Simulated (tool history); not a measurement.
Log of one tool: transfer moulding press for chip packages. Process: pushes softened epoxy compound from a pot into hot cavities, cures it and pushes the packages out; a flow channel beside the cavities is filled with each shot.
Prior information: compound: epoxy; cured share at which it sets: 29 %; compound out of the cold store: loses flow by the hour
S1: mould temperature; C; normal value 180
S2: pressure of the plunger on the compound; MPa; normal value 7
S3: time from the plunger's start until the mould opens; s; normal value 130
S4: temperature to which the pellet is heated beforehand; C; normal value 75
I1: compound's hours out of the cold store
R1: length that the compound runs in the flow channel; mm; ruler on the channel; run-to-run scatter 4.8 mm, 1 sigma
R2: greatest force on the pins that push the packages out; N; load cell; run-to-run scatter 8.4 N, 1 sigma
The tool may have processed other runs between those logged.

{"run": 1, "hour": 0.0, "S1": 180, "S2": 7, "S3": 130, "S4": 75, "I1": 30.1, "R1": 550, "R2": 398}
{"run": 2, "hour": 51.5, "S1": 180, "S2": 7, "S3": 130, "S4": 75, "I1": 14.1, "R1": 568, "R2": 515}
{"hour": 60.9, "done": "cavities cleaned with cleaning compound and waxed"}
{"hour": 127.3, "done": "cavities cleaned with cleaning compound and waxed"}
{"run": 3, "hour": 127.3, "S1": 180, "S2": 7, "S3": 130, "S4": 75, "I1": 10.8, "R1": 571, "R2": 377}
{"hour": 164.3, "done": "plunger's sealing rings changed"}
{"hour": 200.5, "done": "cavities cleaned with cleaning compound and waxed"}
{"run": 4, "hour": 201.5, "S1": 180, "S2": 7, "S3": 130, "S4": 75, "I1": 29.1, "R1": 572, "R2": 382}
{"hour": 250.3, "done": "mould's thermocouples calibrated"}
{"run": 5, "hour": 256.0, "S1": 180, "S2": 7, "S3": 145, "S4": 75, "I1": 15.9, "R1": 599, "R2": 469}
{"hour": 274.9, "done": "cavities cleaned with cleaning compound and waxed"}
{"run": 6, "hour": 318.6, "S1": 180, "S2": 7, "S3": 145, "S4": 75, "I1": 28.1, "R1": 568, "R2": 445}
{"hour": 342.1, "done": "cavities cleaned with cleaning compound and waxed"}
{"run": 7, "hour": 367.0, "S1": 180, "S2": 7, "S3": 145, "S4": 75, "I1": 11.5, "R1": 580, "R2": 425}
{"run": 8, "hour": 401.8, "S1": 179, "S2": 7, "S3": 130, "S4": 75, "I1": 31.3, "R1": 550, "R2": 525}
{"hour": 410.7, "done": "cavities cleaned with cleaning compound and waxed"}
{"run": 9, "hour": 455.4, "S1": 179, "S2": 7, "S3": 130, "S4": 75, "I1": 39.5, "R1": 528, "R2": 501}
{"hour": 481.7, "done": "cavities cleaned with cleaning compound and waxed"}
{"run": 10, "hour": 509.3, "S1": 179, "S2": 7, "S3": 130, "S4": 75, "I1": 35.7, "R1": 535, "R2": 488}
{"hour": 551.6, "done": "cavities cleaned with cleaning compound and waxed"}
{"run": 11, "hour": 552.4, "S1": 180, "S2": 5.54, "S3": 130, "S4": 75, "I1": 19.2, "R1": 493, "R2": 383}
{"hour": 600.6, "done": "plunger's sealing rings changed"}
{"run": 12, "hour": 613.3, "S1": 180, "S2": 7.29, "S3": 130, "S4": 75, "I1": 24.3, "R1": 604, "R2": 527}
{"hour": 622.1, "done": "cavities cleaned with cleaning compound and waxed"}
{"run": 13, "hour": 678.9, "S1": 179, "S2": 7.59, "S3": 130, "S4": 75, "I1": 30.7, "R1": 584, "R2": 555}
{"hour": 691.3, "done": "cavities cleaned with cleaning compound and waxed"}
{"run": 14, "hour": 719.9, "S1": 174, "S2": 5.76, "S3": 149, "S4": 75, "I1": 32.7, "R1": 528, "R2": 514}
{"hour": 759.6, "done": "cavities cleaned with cleaning compound and waxed"}
{"run": 15, "hour": 767.3, "S1": 176, "S2": 7, "S3": 130, "S4": 75, "I1": 12.4, "R1": 606, "R2": 527}
{"hour": 831.1, "done": "cavities cleaned with cleaning compound and waxed"}
{"run": 16, "hour": 831.1, "S1": 182, "S2": 7.9, "S3": 129, "S4": 74, "I1": 23, "R1": 603, "R2": 363}
{"hour": 873.0, "done": "mould's thermocouples calibrated"}
{"run": 17, "hour": 893.4, "S1": 188, "S2": 7, "S3": 130, "S4": 82, "I1": 21.2, "R1": 544, "R2": 428}
{"hour": 902.3, "done": "cavities cleaned with cleaning compound and waxed"}
{"hour": 970.7, "done": "cavities cleaned with cleaning compound and waxed"}
{"run": 18, "hour": 977.4, "S1": 186, "S2": 6.36, "S3": 130, "S4": 78, "I1": 34.4, "R1": 498, "R2": 340}

Run 19, settings as shown, results not yet in. Your forecast:
{"run": 19, "hour": 1014.2, "S1": 186, "S2": 6.36, "S3": 151, "S4": 78, "I1": 22.6, "R1": "?", "R2": "?"}

R1: 510 mm
R2: 417 N
Had the tool carried no hidden state, the very same run would have given R1 549 mm, R2 324 N.
